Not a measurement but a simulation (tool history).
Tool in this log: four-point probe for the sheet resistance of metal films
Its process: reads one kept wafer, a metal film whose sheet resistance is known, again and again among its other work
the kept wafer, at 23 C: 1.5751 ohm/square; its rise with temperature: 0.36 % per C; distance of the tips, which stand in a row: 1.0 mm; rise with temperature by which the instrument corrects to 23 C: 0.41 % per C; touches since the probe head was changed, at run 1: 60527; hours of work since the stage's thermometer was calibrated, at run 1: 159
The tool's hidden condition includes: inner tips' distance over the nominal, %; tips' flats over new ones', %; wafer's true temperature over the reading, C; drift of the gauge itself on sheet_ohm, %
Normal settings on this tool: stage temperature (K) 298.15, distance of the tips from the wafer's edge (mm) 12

run,hour,stage temperature (K),distance of the tips from the wafer's edge (mm),touches since the probe head was changed,hours of work since the stage's thermometer was calibrated,sheet resistance as the instrument gives it (ohm/square)
1,0,298.15,12,60527,159,1.600407
2,69.4,298.15,12,62350,187,1.601384
3,139,298.15,12,64180,215,1.601242
4,215.7,298.15,12,66198,246,1.602277
5,283.8,298.15,12,67989,274,1.602908
6,334.2,298.15,12,69314,294,1.602516
7,371.9,298.15,12,70305,309,1.60341
# hour 378.6: new probe head fitted
8,411.4,298.15,12,862,325,1.572982
9,452.2,298.15,12,1936,342,1.572557
10,513.5,292.15,12,3547,366,1.576665
11,556.7,298.15,12,4681,384,1.573214
12,613.5,298.15,12,6175,407,1.573701
13,674.6,298.15,12,7780,432,1.574043
14,718.3,298.15,21,8931,450,1.570073
15,767.6,298.15,70,10225,470,1.568606
16,806.5,298.15,12,11249,485,1.574903
17,855.4,307.15,40,12534,505,1.563269
# hour 861: stage's thermometer calibrated
18,918.6,292.15,14,14182,23,1.578312
19,955.3,293.15,42,15147,38,1.57411
20,1011.1,292.15,4,16614,61,1.626556
21,1067.4,292.15,4,18095,84,1.626313
# hour 1117.1: stage's thermometer calibrated, once more
22,1139,292.15,4,19965,9,1.625246
23,1173.8,292.15,4,20878,23,1.626482
24,1243.6,292.15,4,22713,51,1.627199
25,1292,297.15,36,23986,71,1.572074
26,1351.1,300.15,27,25540,95,1.57055
27,1418.3,297.15,6,27307,122,1.596069
28,1490.9,292.15,4,29215,152,1.628469
29,1536.8,292.15,4,30420,170,1.628698
30,1609.5,295.15,12,32333,200,1.581648
31,1662,294.15,56,33712,221,1.576563

3 options for the next run, each taken on its own from the tool as it stands now. Forecast them:
A,1693.9,293.15,25,34552,234,?
B,1693.9,302.15,6,34552,234,?
C,1693.9,293.15,56,34552,234,?

run,sheet resistance as the instrument gives it (ohm/square)
A,1.57871
B,1.594174
C,1.577796
Without the tool's unlogged condition, the same runs would have read:
run,sheet resistance as the instrument gives it (ohm/square)
A,1.57847
B,1.593971
C,1.577556
